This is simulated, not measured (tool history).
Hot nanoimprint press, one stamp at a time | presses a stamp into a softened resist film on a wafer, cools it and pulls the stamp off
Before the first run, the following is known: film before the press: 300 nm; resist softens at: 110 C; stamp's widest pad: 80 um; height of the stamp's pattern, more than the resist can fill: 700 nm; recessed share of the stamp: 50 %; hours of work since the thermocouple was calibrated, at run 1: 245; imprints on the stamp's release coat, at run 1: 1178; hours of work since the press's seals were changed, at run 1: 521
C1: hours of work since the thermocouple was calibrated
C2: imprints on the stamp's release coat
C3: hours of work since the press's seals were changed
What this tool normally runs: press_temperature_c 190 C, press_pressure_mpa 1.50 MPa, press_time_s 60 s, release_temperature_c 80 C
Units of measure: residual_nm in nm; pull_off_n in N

{"run": 1, "day": 0.0, "press_temperature_c": 190, "press_pressure_mpa": 1.5, "press_time_s": 60, "release_temperature_c": 80, "C1": 245, "C2": 1178, "C3": 521, "residual_nm": 142.1, "pull_off_n": 148}
{"run": 2, "day": 1.012, "press_temperature_c": 190, "press_pressure_mpa": 1.5, "press_time_s": 60, "release_temperature_c": 80, "C1": 260, "C2": 1278, "C3": 535, "residual_nm": 140.7, "pull_off_n": 151}
{"run": 3, "day": 2.092, "press_temperature_c": 190, "press_pressure_mpa": 1.5, "press_time_s": 64, "release_temperature_c": 80, "C1": 275, "C2": 1385, "C3": 551, "residual_nm": 138.0, "pull_off_n": 155}
{"run": 4, "day": 3.342, "press_temperature_c": 190, "press_pressure_mpa": 1.5, "press_time_s": 60, "release_temperature_c": 80, "C1": 294, "C2": 1509, "C3": 569, "residual_nm": 141.9, "pull_off_n": 154}
{"day": 4.254, "done": "plate thermocouple calibrated"}
{"run": 5, "day": 4.779, "press_temperature_c": 190, "press_pressure_mpa": 1.5, "press_time_s": 60, "release_temperature_c": 80, "C1": 8, "C2": 1639, "C3": 588, "residual_nm": 137.4, "pull_off_n": 155}
{"run": 6, "day": 6.096, "press_temperature_c": 190, "press_pressure_mpa": 1.5, "press_time_s": 60, "release_temperature_c": 80, "C1": 27, "C2": 1770, "C3": 608, "residual_nm": 138.3, "pull_off_n": 155}
{"run": 7, "day": 6.983, "press_temperature_c": 190, "press_pressure_mpa": 1.5, "press_time_s": 60, "release_temperature_c": 80, "C1": 40, "C2": 1858, "C3": 621, "residual_nm": 138.8, "pull_off_n": 168}
{"run": 8, "day": 7.779, "press_temperature_c": 190, "press_pressure_mpa": 1.5, "press_time_s": 60, "release_temperature_c": 80, "C1": 51, "C2": 1937, "C3": 632, "residual_nm": 137.8, "pull_off_n": 163}
{"run": 9, "day": 8.554, "press_temperature_c": 190, "press_pressure_mpa": 1.5, "press_time_s": 60, "release_temperature_c": 80, "C1": 63, "C2": 2014, "C3": 643, "residual_nm": 138.1, "pull_off_n": 162}
{"run": 10, "day": 9.342, "press_temperature_c": 190, "press_pressure_mpa": 1.5, "press_time_s": 75, "release_temperature_c": 72, "C1": 74, "C2": 2092, "C3": 655, "residual_nm": 127.1, "pull_off_n": 179}
{"run": 11, "day": 10.267, "press_temperature_c": 190, "press_pressure_mpa": 1.5, "press_time_s": 75, "release_temperature_c": 72, "C1": 88, "C2": 2183, "C3": 668, "residual_nm": 127.3, "pull_off_n": 186}
{"day": 11.671, "done": "stamp cleaned and given a new release coat"}
{"run": 12, "day": 11.671, "press_temperature_c": 190, "press_pressure_mpa": 1.5, "press_time_s": 75, "release_temperature_c": 72, "C1": 104, "C2": 0, "C3": 685, "residual_nm": 127.3, "pull_off_n": 119}
{"day": 13.092, "done": "press's hydraulic seals changed and the load cell set to zero"}
{"run": 13, "day": 13.462, "press_temperature_c": 190, "press_pressure_mpa": 1.5, "press_time_s": 75, "release_temperature_c": 72, "C1": 126, "C2": 145, "C3": 5, "residual_nm": 125.4, "pull_off_n": 130}
{"run": 14, "day": 14.417, "press_temperature_c": 190, "press_pressure_mpa": 1.61, "press_time_s": 85, "release_temperature_c": 80, "C1": 140, "C2": 239, "C3": 19, "residual_nm": 116.3, "pull_off_n": 120}
{"run": 15, "day": 15.683, "press_temperature_c": 190, "press_pressure_mpa": 1.61, "press_time_s": 85, "release_temperature_c": 80, "C1": 158, "C2": 365, "C3": 38, "residual_nm": 115.6, "pull_off_n": 125}
{"run": 16, "day": 16.988, "press_temperature_c": 190, "press_pressure_mpa": 1.61, "press_time_s": 85, "release_temperature_c": 80, "C1": 177, "C2": 494, "C3": 57, "residual_nm": 116.6, "pull_off_n": 129}
{"run": 17, "day": 18.508, "press_temperature_c": 190, "press_pressure_mpa": 1.07, "press_time_s": 60, "release_temperature_c": 80, "C1": 199, "C2": 645, "C3": 79, "residual_nm": 157.8, "pull_off_n": 137}
{"run": 18, "day": 19.138, "press_temperature_c": 190, "press_pressure_mpa": 1.07, "press_time_s": 60, "release_temperature_c": 79, "C1": 208, "C2": 707, "C3": 88, "residual_nm": 158.4, "pull_off_n": 138}

Alternative continuations, all from the tool just after run 18; predict every row:
{"run": "A", "day": 20.05, "press_temperature_c": 190, "press_pressure_mpa": 1.84, "press_time_s": 53, "release_temperature_c": 71, "C1": 222, "C2": 797, "C3": 101, "residual_nm": "?", "pull_off_n": "?"}
{"run": "B", "day": 20.05, "press_temperature_c": 190, "press_pressure_mpa": 1.07, "press_time_s": 36, "release_temperature_c": 69, "C1": 222, "C2": 797, "C3": 101, "residual_nm": "?", "pull_off_n": "?"}
{"run": "C", "day": 20.05, "press_temperature_c": 198, "press_pressure_mpa": 1.07, "press_time_s": 36, "release_temperature_c": 65, "C1": 222, "C2": 797, "C3": 101, "residual_nm": "?", "pull_off_n": "?"}

run=A residual_nm=135.5 pull_off_n=144
run=B residual_nm=187.0 pull_off_n=151
run=C residual_nm=139.4 pull_off_n=151
With the hidden condition removed and each run's random variation left untouched, the same runs would have given:
run=A residual_nm=133.9 pull_off_n=123
run=B residual_nm=185.4 pull_off_n=129
run=C residual_nm=138.0 pull_off_n=129

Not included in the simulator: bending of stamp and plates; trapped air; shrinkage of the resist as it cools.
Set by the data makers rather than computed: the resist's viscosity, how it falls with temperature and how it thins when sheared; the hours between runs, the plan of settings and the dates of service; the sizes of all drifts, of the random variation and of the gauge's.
